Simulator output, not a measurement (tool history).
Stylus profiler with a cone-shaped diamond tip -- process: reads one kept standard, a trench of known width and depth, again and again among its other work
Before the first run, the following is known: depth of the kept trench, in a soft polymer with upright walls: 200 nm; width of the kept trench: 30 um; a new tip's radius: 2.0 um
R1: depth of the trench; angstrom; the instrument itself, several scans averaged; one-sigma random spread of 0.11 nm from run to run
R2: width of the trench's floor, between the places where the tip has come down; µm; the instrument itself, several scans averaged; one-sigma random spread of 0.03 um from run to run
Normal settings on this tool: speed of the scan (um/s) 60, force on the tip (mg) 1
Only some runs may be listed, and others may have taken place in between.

Run 1, hour 0: usual settings. Result: R1 1993.1 angstrom, R2 27.22 µm.
Run 2, hour 68: usual settings. Result: R1 1992.7 angstrom, R2 27.26 µm.
Run 3, hour 126.6: usual settings. Result: R1 1993.3 angstrom, R2 27.22 µm.
Run 4, hour 171.2: usual settings. Result: R1 1993.8 angstrom, R2 27.13 µm.
Run 5, hour 222.4: usual settings. Result: R1 1992.4 angstrom, R2 27.18 µm.
Run 6, hour 265.7: usual settings. Result: R1 1992.7 angstrom, R2 27.19 µm.
Run 7, hour 308.6: usual settings. Result: R1 1991.6 angstrom, R2 27.18 µm.
Run 8, hour 382.6: usual settings but force on the tip (mg) 0.39. Result: R1 1989.5 angstrom, R2 26.85 µm.
Run 9, hour 428.1: usual settings but force on the tip (mg) 0.39. Result: R1 1987.5 angstrom, R2 26.81 µm.
Run 10, hour 495.8: usual settings but force on the tip (mg) 0.39. Result: R1 1988.3 angstrom, R2 26.82 µm.
Run 11, hour 549.3: usual settings but force on the tip (mg) 0.39. Result: R1 1988.9 angstrom, R2 26.82 µm.
Run 12, hour 610.8: usual settings but force on the tip (mg) 0.71. Result: R1 1989 angstrom, R2 27.02 µm.
Run 13, hour 661.6: usual settings but force on the tip (mg) 0.62. Result: R1 1986.2 angstrom, R2 26.96 µm.
Run 14, hour 712.5: usual settings but force on the tip (mg) 0.62. Result: R1 1987.5 angstrom, R2 26.94 µm.
Run 15, hour 781.6: usual settings but force on the tip (mg) 2.11. Result: R1 1990.5 angstrom, R2 27.28 µm.
Run 16, hour 844.6: usual settings but speed of the scan (um/s) 71. Result: R1 1989.5 angstrom, R2 26.92 µm.
Run 17, hour 883.2: usual settings but speed of the scan (um/s) 71. Result: R1 1988.7 angstrom, R2 26.96 µm.
Run 18, hour 955.5: usual settings but speed of the scan (um/s) 71. Result: R1 1987.3 angstrom, R2 26.96 µm.
Run 19, hour 996.8: usual settings but speed of the scan (um/s) 71. Result: R1 1988.5 angstrom, R2 26.96 µm.
Run 20, hour 1068.6: usual settings but force on the tip (mg) 0.48. Result: R1 1985.2 angstrom, R2 26.77 µm.
Run 21, hour 1138.9: usual settings but speed of the scan (um/s) 18, force on the tip (mg) 0.48. Result: R1 1983.8 angstrom, R2 27.33 µm.
Run 22, hour 1174.6: usual settings but speed of the scan (um/s) 18, force on the tip (mg) 0.48. Result: R1 1987.2 angstrom, R2 27.3 µm.
Run 23, hour 1213.5: usual settings but speed of the scan (um/s) 31, force on the tip (mg) 0.45. Result: R1 1985.1 angstrom, R2 27.08 µm.
Run 24, hour 1279.8: usual settings but speed of the scan (um/s) 31, force on the tip (mg) 1.01. Result: R1 1985.8 angstrom, R2 27.26 µm.
Run 25, hour 1335: usual settings but speed of the scan (um/s) 87, force on the tip (mg) 0.69. Result: R1 1985 angstrom, R2 26.6 µm.
Run 26, hour 1397.1: usual settings but speed of the scan (um/s) 87, force on the tip (mg) 0.69. Result: R1 1987 angstrom, R2 26.64 µm.

Expected results for the next run?
Run 27, hour 1458.3: usual settings but speed of the scan (um/s) 87, force on the tip (mg) 0.69. Result: R1 ?, R2 ?.

R1: 1984.7 angstrom
R2: 26.6 µm
The same run, on a tool lacking any hidden state, would have yielded R1 2006.1 angstrom, R2 27.39 µm.
